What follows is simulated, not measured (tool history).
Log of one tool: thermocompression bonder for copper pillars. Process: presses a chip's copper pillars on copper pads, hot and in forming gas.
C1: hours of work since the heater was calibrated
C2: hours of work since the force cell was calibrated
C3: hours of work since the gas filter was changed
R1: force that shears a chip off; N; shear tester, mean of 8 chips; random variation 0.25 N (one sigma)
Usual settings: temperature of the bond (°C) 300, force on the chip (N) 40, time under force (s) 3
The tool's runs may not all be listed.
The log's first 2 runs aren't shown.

run 3 day=0.796 | temperature_of_the_bond_(°C)=300 force_on_the_chip_(N)=40 time_under_force_(s)=3 | C1=248 C2=240 C3=57 | R1=50.2
run 4 day=1.175 | temperature_of_the_bond_(°C)=300 force_on_the_chip_(N)=40 time_under_force_(s)=3 | C1=253 C2=246 C3=63 | R1=50.1
run 5 day=1.429 | temperature_of_the_bond_(°C)=300 force_on_the_chip_(N)=40 time_under_force_(s)=3 | C1=257 C2=249 C3=67 | R1=50.4
run 6 day=1.758 | temperature_of_the_bond_(°C)=300 force_on_the_chip_(N)=40 time_under_force_(s)=3 | C1=261 C2=254 C3=71 | R1=50.2
run 7 day=2.275 | temperature_of_the_bond_(°C)=311 force_on_the_chip_(N)=40 time_under_force_(s)=3 | C1=269 C2=262 C3=79 | R1=56
run 8 day=2.567 | temperature_of_the_bond_(°C)=311 force_on_the_chip_(N)=40 time_under_force_(s)=3 | C1=273 C2=266 C3=83 | R1=56.1
run 9 day=3.004 | temperature_of_the_bond_(°C)=300 force_on_the_chip_(N)=40 time_under_force_(s)=3 | C1=279 C2=272 C3=89 | R1=50.2
run 10 day=3.354 | temperature_of_the_bond_(°C)=300 force_on_the_chip_(N)=40 time_under_force_(s)=3 | C1=285 C2=277 C3=94 | R1=49.8
run 11 day=3.679 | temperature_of_the_bond_(°C)=300 force_on_the_chip_(N)=40 time_under_force_(s)=3 | C1=289 C2=282 C3=99 | R1=49.5
run 12 day=3.975 | temperature_of_the_bond_(°C)=319 force_on_the_chip_(N)=40 time_under_force_(s)=3 | C1=293 C2=286 C3=103 | R1=59.2
run 13 day=4.304 | temperature_of_the_bond_(°C)=300 force_on_the_chip_(N)=40 time_under_force_(s)=9 | C1=298 C2=291 C3=108 | R1=67.5
run 14 day=4.725 | temperature_of_the_bond_(°C)=300 force_on_the_chip_(N)=40 time_under_force_(s)=3 | C1=304 C2=297 C3=114 | R1=49.9
run 15 day=4.983 | temperature_of_the_bond_(°C)=300 force_on_the_chip_(N)=40 time_under_force_(s)=3 | C1=308 C2=301 C3=118 | R1=49.3
run 16 day=5.392 | temperature_of_the_bond_(°C)=300 force_on_the_chip_(N)=40 time_under_force_(s)=3 | C1=314 C2=307 C3=124 | R1=49
run 17 day=5.742 | temperature_of_the_bond_(°C)=300 force_on_the_chip_(N)=40 time_under_force_(s)=6 | C1=319 C2=312 C3=129 | R1=60.4
run 18 day=6.142 | temperature_of_the_bond_(°C)=300 force_on_the_chip_(N)=40 time_under_force_(s)=6 | C1=325 C2=317 C3=135 | R1=60.6
run 19 day=6.608 | temperature_of_the_bond_(°C)=300 force_on_the_chip_(N)=40 time_under_force_(s)=6 | C1=331 C2=324 C3=141 | R1=59.4
run 20 day=6.962 | temperature_of_the_bond_(°C)=301 force_on_the_chip_(N)=37 time_under_force_(s)=5 | C1=337 C2=329 C3=146 | R1=53.8
run 21 day=7.446 | temperature_of_the_bond_(°C)=320 force_on_the_chip_(N)=40 time_under_force_(s)=9 | C1=344 C2=336 C3=153 | R1=75.7
run 22 day=7.667 | temperature_of_the_bond_(°C)=300 force_on_the_chip_(N)=30 time_under_force_(s)=9 | C1=347 C2=339 C3=157 | R1=52.9

Run 23 comes next. What will it give?
-- day=8.088 forming gas filter changed
run 23 day=8.121 | temperature_of_the_bond_(°C)=300 force_on_the_chip_(N)=25 time_under_force_(s)=4 | C1=353 C2=346 C3=0 | R1=?

R1: 34.5 N
Without the tool's hidden state the same run would have given R1 34.6 N.
